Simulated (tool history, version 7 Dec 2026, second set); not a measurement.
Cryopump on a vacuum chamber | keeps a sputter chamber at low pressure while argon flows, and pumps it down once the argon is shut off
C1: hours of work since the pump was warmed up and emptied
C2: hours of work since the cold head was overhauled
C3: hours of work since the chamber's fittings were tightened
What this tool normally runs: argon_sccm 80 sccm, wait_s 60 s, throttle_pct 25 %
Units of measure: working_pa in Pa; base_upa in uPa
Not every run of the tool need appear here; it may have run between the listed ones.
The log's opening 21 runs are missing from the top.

run 22 hour=285.7 | argon_sccm=62 wait_s=51 throttle_pct=37 | C1=452 C2=452 C3=366 | working_pa=0.1409 base_upa=1.00
run 23 hour=296.7 | argon_sccm=125 wait_s=60 throttle_pct=39 | C1=458 C2=458 C3=372 | working_pa=0.2719 base_upa=0.94
run 24 hour=305.6 | argon_sccm=125 wait_s=60 throttle_pct=39 | C1=463 C2=463 C3=377 | working_pa=0.2703 base_upa=0.97
run 25 hour=320.4 | argon_sccm=125 wait_s=60 throttle_pct=39 | C1=472 C2=472 C3=386 | working_pa=0.2711 base_upa=1.00
run 26 hour=335.3 | argon_sccm=80 wait_s=113 throttle_pct=30 | C1=480 C2=480 C3=395 | working_pa=0.2250 base_upa=0.82
run 27 hour=353.2 | argon_sccm=128 wait_s=60 throttle_pct=46 | C1=491 C2=491 C3=405 | working_pa=0.2375 base_upa=0.97
run 28 hour=367.9 | argon_sccm=128 wait_s=60 throttle_pct=46 | C1=499 C2=499 C3=413 | working_pa=0.2377 base_upa=0.98
run 29 hour=376.7 | argon_sccm=80 wait_s=60 throttle_pct=33 | C1=504 C2=504 C3=418 | working_pa=0.2040 base_upa=1.01
run 30 hour=392.3 | argon_sccm=85 wait_s=42 throttle_pct=25 | C1=513 C2=513 C3=427 | working_pa=0.2856 base_upa=1.17
run 31 hour=405.4 | argon_sccm=63 wait_s=60 throttle_pct=51 | C1=521 C2=521 C3=435 | working_pa=0.1053 base_upa=1.03
run 32 hour=420.8 | argon_sccm=63 wait_s=60 throttle_pct=51 | C1=529 C2=529 C3=444 | working_pa=0.1061 base_upa=1.03

Below are 5 alternative next runs, each starting from the tool's condition after run 32. Predict each:
run A hour=441.4 | argon_sccm=80 wait_s=26 throttle_pct=40 | C1=541 C2=541 C3=456 | working_pa=? base_upa=?
run B hour=441.4 | argon_sccm=80 wait_s=60 throttle_pct=24 | C1=541 C2=541 C3=456 | working_pa=? base_upa=?
run C hour=441.4 | argon_sccm=35 wait_s=60 throttle_pct=22 | C1=541 C2=541 C3=456 | working_pa=? base_upa=?
run D hour=441.4 | argon_sccm=67 wait_s=71 throttle_pct=32 | C1=541 C2=541 C3=456 | working_pa=? base_upa=?
run E hour=441.4 | argon_sccm=80 wait_s=98 throttle_pct=33 | C1=541 C2=541 C3=456 | working_pa=? base_upa=?

run=A working_pa=0.1693 base_upa=1.46
run=B working_pa=0.2798 base_upa=1.04
run=C working_pa=0.1322 base_upa=1.09
run=D working_pa=0.1759 base_upa=1.00
run=E working_pa=0.2043 base_upa=0.92
With no hidden state in the tool, these same runs would have given:
run=A working_pa=0.1641 base_upa=0.90
run=B working_pa=0.2745 base_upa=0.47
run=C working_pa=0.1299 base_upa=0.51
run=D working_pa=0.1715 base_upa=0.43
run=E working_pa=0.1990 base_upa=0.35

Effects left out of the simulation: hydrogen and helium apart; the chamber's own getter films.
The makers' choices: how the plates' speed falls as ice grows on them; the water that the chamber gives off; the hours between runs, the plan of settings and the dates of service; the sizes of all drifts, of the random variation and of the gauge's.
